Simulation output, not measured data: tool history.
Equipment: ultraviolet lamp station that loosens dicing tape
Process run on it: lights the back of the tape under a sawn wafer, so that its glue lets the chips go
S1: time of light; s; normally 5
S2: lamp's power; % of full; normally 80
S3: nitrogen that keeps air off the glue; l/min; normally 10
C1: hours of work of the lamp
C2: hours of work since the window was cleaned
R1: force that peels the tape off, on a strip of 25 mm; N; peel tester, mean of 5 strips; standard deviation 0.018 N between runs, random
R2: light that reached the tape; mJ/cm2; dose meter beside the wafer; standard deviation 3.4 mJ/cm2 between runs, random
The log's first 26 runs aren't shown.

run 27 hour=1170.4 | S1=3 S2=73 S3=7 | C1=352 C2=80 | R1=2.790 R2=260
run 28 hour=1232.9 | S1=3 S2=73 S3=19 | C1=396 C2=124 | R1=2.390 R2=256
run 29 hour=1268.4 | S1=3 S2=84 S3=16 | C1=420 C2=148 | R1=2.130 R2=292
run 30 hour=1315.5 | S1=3 S2=84 S3=16 | C1=453 C2=181 | R1=2.160 R2=282
run 31 hour=1368.7 | S1=2 S2=77 S3=6 | C1=490 C2=218 | R1=4.198 R2=171
run 32 hour=1413.9 | S1=9 S2=95 S3=12 | C1=521 C2=250 | R1=0.242 R2=940
run 33 hour=1467.7 | S1=9 S2=95 S3=12 | C1=559 C2=287 | R1=0.253 R2=916
run 34 hour=1506.1 | S1=9 S2=95 S3=12 | C1=586 C2=314 | R1=0.261 R2=897
run 35 hour=1548.6 | S1=5 S2=80 S3=9 | C1=615 C2=343 | R1=1.460 R2=410
run 36 hour=1601.5 | S1=3 S2=81 S3=7 | C1=652 C2=380 | R1=2.998 R2=243
run 37 hour=1648.1 | S1=3 S2=78 S3=6 | C1=684 C2=413 | R1=3.194 R2=232
run 38 hour=1677.8 | S1=8 S2=65 S3=7 | C1=705 C2=433 | R1=1.071 R2=512
run 39 hour=1722.2 | S1=4 S2=65 S3=16 | C1=736 C2=464 | R1=2.529 R2=256
run 40 hour=1776.8 | S1=6 S2=79 S3=11 | C1=774 C2=502 | R1=1.153 R2=450

Run 41 comes next. What will it give?
run 41 hour=1805.0 | S1=6 S2=90 S3=12 | C1=794 C2=522 | R1=? R2=?

Run 41 gave R1 0.933 N, R2 501 mJ/cm2.
On a tool with no hidden condition, and with the same random variation, this run would have come out at R1 0.420 N, R2 721 mJ/cm2.

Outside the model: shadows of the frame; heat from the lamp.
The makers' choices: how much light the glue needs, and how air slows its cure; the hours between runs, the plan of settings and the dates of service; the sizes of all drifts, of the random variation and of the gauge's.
